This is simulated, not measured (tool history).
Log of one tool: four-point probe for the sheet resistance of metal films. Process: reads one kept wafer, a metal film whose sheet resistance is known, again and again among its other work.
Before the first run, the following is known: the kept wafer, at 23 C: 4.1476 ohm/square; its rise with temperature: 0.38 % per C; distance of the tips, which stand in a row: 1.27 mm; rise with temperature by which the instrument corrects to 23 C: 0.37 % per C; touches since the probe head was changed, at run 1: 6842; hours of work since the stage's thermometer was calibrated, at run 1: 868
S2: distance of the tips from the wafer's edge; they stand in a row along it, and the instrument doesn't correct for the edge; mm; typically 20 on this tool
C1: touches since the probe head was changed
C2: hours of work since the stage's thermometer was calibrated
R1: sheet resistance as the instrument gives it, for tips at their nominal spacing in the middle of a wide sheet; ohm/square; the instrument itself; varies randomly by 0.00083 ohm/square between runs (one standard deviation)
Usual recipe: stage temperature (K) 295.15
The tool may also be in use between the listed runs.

{"run": 1, "hour": 0.0, "stage temperature (K)": 295.15, "S2": 20, "C1": 6842, "C2": 868, "R1": 4.155923}
{"run": 2, "hour": 59.1, "stage temperature (K)": 302.15, "S2": 20, "C1": 8329, "C2": 906, "R1": 4.157262}
{"run": 3, "hour": 126.0, "stage temperature (K)": 302.15, "S2": 20, "C1": 10012, "C2": 948, "R1": 4.15758}
{"run": 4, "hour": 197.7, "stage temperature (K)": 302.15, "S2": 20, "C1": 11816, "C2": 993, "R1": 4.157577}
{"run": 5, "hour": 264.0, "stage temperature (K)": 302.15, "S2": 20, "C1": 13486, "C2": 1035, "R1": 4.157305}
{"run": 6, "hour": 298.2, "stage temperature (K)": 302.15, "S2": 20, "C1": 14347, "C2": 1056, "R1": 4.157969}
{"run": 7, "hour": 364.6, "stage temperature (K)": 291.15, "S2": 50, "C1": 16017, "C2": 1098, "R1": 4.149348}
{"run": 8, "hour": 413.0, "stage temperature (K)": 294.15, "S2": 9, "C1": 17235, "C2": 1129, "R1": 4.194476}
{"run": 9, "hour": 455.5, "stage temperature (K)": 294.15, "S2": 7, "C1": 18305, "C2": 1155, "R1": 4.220845}
{"run": 10, "hour": 491.5, "stage temperature (K)": 294.15, "S2": 5, "C1": 19209, "C2": 1178, "R1": 4.286882}
{"run": 11, "hour": 538.9, "stage temperature (K)": 294.15, "S2": 5, "C1": 20403, "C2": 1208, "R1": 4.286806}
{"run": 12, "hour": 611.5, "stage temperature (K)": 294.15, "S2": 5, "C1": 22229, "C2": 1254, "R1": 4.286298}

Forecast each of these 4 alternatives for the next run:
{"run": "A", "hour": 659.8, "stage temperature (K)": 302.15, "S2": 34, "C1": 23447, "C2": 1284, "R1": "?"}
{"run": "B", "hour": 659.8, "stage temperature (K)": 294.15, "S2": 64, "C1": 23447, "C2": 1284, "R1": "?"}
{"run": "C", "hour": 659.8, "stage temperature (K)": 299.15, "S2": 11, "C1": 23447, "C2": 1284, "R1": "?"}
{"run": "D", "hour": 659.8, "stage temperature (K)": 295.15, "S2": 19, "C1": 23447, "C2": 1284, "R1": "?"}

run=A R1=4.150851
run=B R1=4.149494
run=C R1=4.178611
run=D R1=4.158064
Without the tool's hidden state the same runs would have given:
run=A R1=4.150074
run=B R1=4.148715
run=C R1=4.177829
run=D R1=4.157284

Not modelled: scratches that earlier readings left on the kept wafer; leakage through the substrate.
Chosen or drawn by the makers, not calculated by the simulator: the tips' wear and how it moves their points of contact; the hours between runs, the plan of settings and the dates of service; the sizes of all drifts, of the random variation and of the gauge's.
